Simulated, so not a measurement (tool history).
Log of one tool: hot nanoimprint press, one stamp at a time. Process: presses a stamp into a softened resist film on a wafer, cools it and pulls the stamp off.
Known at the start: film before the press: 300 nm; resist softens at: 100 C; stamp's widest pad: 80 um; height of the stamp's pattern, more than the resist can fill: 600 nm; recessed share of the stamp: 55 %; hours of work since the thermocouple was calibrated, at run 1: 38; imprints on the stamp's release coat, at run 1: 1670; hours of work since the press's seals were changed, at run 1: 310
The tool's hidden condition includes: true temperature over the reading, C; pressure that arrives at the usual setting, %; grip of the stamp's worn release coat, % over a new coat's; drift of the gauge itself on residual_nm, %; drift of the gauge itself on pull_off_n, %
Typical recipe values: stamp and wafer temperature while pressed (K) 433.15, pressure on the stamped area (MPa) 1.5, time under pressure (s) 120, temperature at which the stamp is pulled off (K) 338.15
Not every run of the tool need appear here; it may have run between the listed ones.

run,hour,stamp and wafer temperature while pressed (K),pressure on the stamped area (MPa),time under pressure (s),temperature at which the stamp is pulled off (K),hours of work since the thermocouple was calibrated,imprints on the stamp's release coat,hours of work since the press's seals were changed,resist left under the stamp's widest pad (Å),greatest force while the stamp is pulled off (N)
1,0,433.15,1.5,120,338.15,38,1670,310,1641,209
2,31.7,433.15,1.5,120,338.15,62,1764,334,1641,210
3,66.6,433.15,1.5,120,338.15,88,1867,360,1638,217
4,98.3,433.15,1.5,120,338.15,111,1960,383,1628,216
# hour 119.6: stamp cleaned and given a new release coat
5,137.2,433.15,1.5,120,338.15,136,52,408,1625,138
6,154.5,433.15,1.5,120,338.15,148,103,421,1622,139
7,172.9,433.15,1.5,120,335.15,162,157,434,1622,148
8,197.9,433.15,1.5,144,335.15,181,231,453,1516,152
9,228,433.15,1.5,144,335.15,203,320,475,1512,154
10,257,426.15,1.5,120,338.15,224,405,497,2154,148
11,290.1,426.15,1.5,120,338.15,249,503,521,2160,153
12,319.1,426.15,1.5,120,338.15,270,588,543,2159,154
# hour 355.5: plate thermocouple calibrated
13,356.4,426.15,1.5,120,339.15,1,689,568,2105,156
14,377.3,436.15,1.5,120,338.15,16,751,583,1344,163
# hour 412.1: press's hydraulic seals changed and the load cell set to zero
15,421.9,436.15,1.5,120,338.15,43,859,7,1304,163
16,449.4,436.15,1.5,120,338.15,64,940,28,1298,164
17,470.9,436.15,1.5,111,325.15,80,1003,44,1340,223
18,501.2,433.15,1.22,203,343.15,102,1093,66,1349,156
19,519.4,433.15,1.07,203,330.15,116,1146,80,1426,208
# hour 539.7: plate thermocouple calibrated, once more
20,541.1,433.15,1.07,203,330.15,1,1202,93,1564,206
21,570,433.15,1.07,203,330.15,22,1287,115,1557,214
22,606.5,433.15,1.5,120,332.15,50,1395,142,1645,211
23,635.5,428.15,1.5,120,326.15,71,1480,163,2036,256
24,650.9,428.15,2.05,156,326.15,82,1525,175,1701,251
25,667.3,428.15,1.5,120,338.15,95,1574,187,2029,200
26,690.7,434.15,1.5,120,338.15,112,1643,204,1553,201
27,709.5,423.15,1.5,114,339.15,126,1698,218,2422,203
28,740.9,423.15,1.5,114,339.15,149,1791,242,2419,213
29,772.6,433.15,2.19,114,339.15,173,1884,265,1429,213

Below are 5 alternative next runs, each starting from the tool's condition after run 29. Predict each:
A,791.1,439.15,2.12,191,339.15,186,1939,279,?,?
B,791.1,433.15,1.5,120,338.15,186,1939,279,?,?
C,791.1,433.15,1.5,120,338.15,186,1939,279,?,?
D,791.1,433.15,2.19,127,328.15,186,1939,279,?,?
E,791.1,433.15,0.93,114,339.15,186,1939,279,?,?

run,resist left under the stamp's widest pad (Å),greatest force while the stamp is pulled off (N)
A,846,214
B,1609,214
C,1622,220
D,1361,257
E,1933,215
Had the tool no hidden state, the same runs would have come out as:
run,resist left under the stamp's widest pad (Å),greatest force while the stamp is pulled off (N)
A,852,133
B,1629,133
C,1643,137
D,1371,160
E,1960,134
